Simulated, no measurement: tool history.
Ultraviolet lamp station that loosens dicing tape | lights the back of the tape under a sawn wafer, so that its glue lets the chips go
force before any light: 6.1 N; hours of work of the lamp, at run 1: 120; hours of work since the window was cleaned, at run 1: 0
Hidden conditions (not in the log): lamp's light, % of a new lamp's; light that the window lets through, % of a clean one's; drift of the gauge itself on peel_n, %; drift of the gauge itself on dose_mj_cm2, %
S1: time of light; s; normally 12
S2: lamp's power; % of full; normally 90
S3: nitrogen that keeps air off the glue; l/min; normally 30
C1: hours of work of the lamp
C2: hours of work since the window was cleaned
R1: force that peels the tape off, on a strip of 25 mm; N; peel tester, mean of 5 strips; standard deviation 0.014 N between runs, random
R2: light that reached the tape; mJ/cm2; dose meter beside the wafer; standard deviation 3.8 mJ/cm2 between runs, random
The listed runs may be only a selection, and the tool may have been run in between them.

run 1 hour=0 | S1=12 S2=90 S3=30 | C1=120 C2=0 | R1=0.638 R2=638
run 2 hour=45.4 | S1=12 S2=90 S3=30 | C1=153 C2=33 | R1=0.634 R2=640
run 3 hour=83.1 | S1=12 S2=90 S3=30 | C1=180 C2=60 | R1=0.651 R2=636
run 4 hour=129.8 | S1=12 S2=90 S3=30 | C1=213 C2=93 | R1=0.646 R2=643
run 5 hour=176 | S1=12 S2=90 S3=11 | C1=246 C2=126 | R1=1.197 R2=640
run 6 hour=225.4 | S1=12 S2=90 S3=11 | C1=282 C2=162 | R1=1.234 R2=635
run 7 hour=252.9 | S1=12 S2=90 S3=30 | C1=301 C2=181 | R1=0.646 R2=638
run 8 hour=283.8 | S1=12 S2=90 S3=30 | C1=323 C2=203 | R1=0.648 R2=634
run 9 hour=317.8 | S1=12 S2=69 S3=20 | C1=348 C2=228 | R1=1.256 R2=489
run 10 hour=358.5 | S1=9 S2=93 S3=9 | C1=377 C2=257 | R1=1.918 R2=496
run 11 hour=383.8 | S1=7 S2=70 S3=30 | C1=395 C2=275 | R1=2.01 R2=288
run 12 hour=416.1 | S1=14 S2=82 S3=48 | C1=418 C2=298 | R1=0.447 R2=672
run 13 hour=473.7 | S1=12 S2=93 S3=30 | C1=460 C2=340 | R1=0.619 R2=651
-- hour=490.9 window cleaned of glue's vapour
run 14 hour=528.1 | S1=16 S2=70 S3=58 | C1=498 C2=27 | R1=0.42 R2=658
run 15 hour=566 | S1=16 S2=70 S3=58 | C1=525 C2=54 | R1=0.431 R2=658
run 16 hour=621.5 | S1=16 S2=70 S3=58 | C1=565 C2=94 | R1=0.432 R2=655

Alternative continuations, all from the tool just after run 16; predict every row:
run A hour=669.5 | S1=8 S2=81 S3=26 | C1=600 C2=128 | R1=? R2=?
run B hour=669.5 | S1=10 S2=69 S3=52 | C1=600 C2=128 | R1=? R2=?
run C hour=669.5 | S1=16 S2=70 S3=52 | C1=600 C2=128 | R1=? R2=?
run D hour=669.5 | S1=16 S2=77 S3=24 | C1=600 C2=128 | R1=? R2=?
run E hour=669.5 | S1=7 S2=97 S3=30 | C1=600 C2=128 | R1=? R2=?

run=A R1=1.568 R2=378
run=B R1=0.994 R2=405
run=C R1=0.451 R2=653
run=D R1=0.583 R2=717
run=E R1=1.366 R2=399
Without the tool's unlogged condition, the same runs would have read:
run=A R1=1.566 R2=383
run=B R1=0.993 R2=410
run=C R1=0.45 R2=661
run=D R1=0.582 R2=726
run=E R1=1.365 R2=404

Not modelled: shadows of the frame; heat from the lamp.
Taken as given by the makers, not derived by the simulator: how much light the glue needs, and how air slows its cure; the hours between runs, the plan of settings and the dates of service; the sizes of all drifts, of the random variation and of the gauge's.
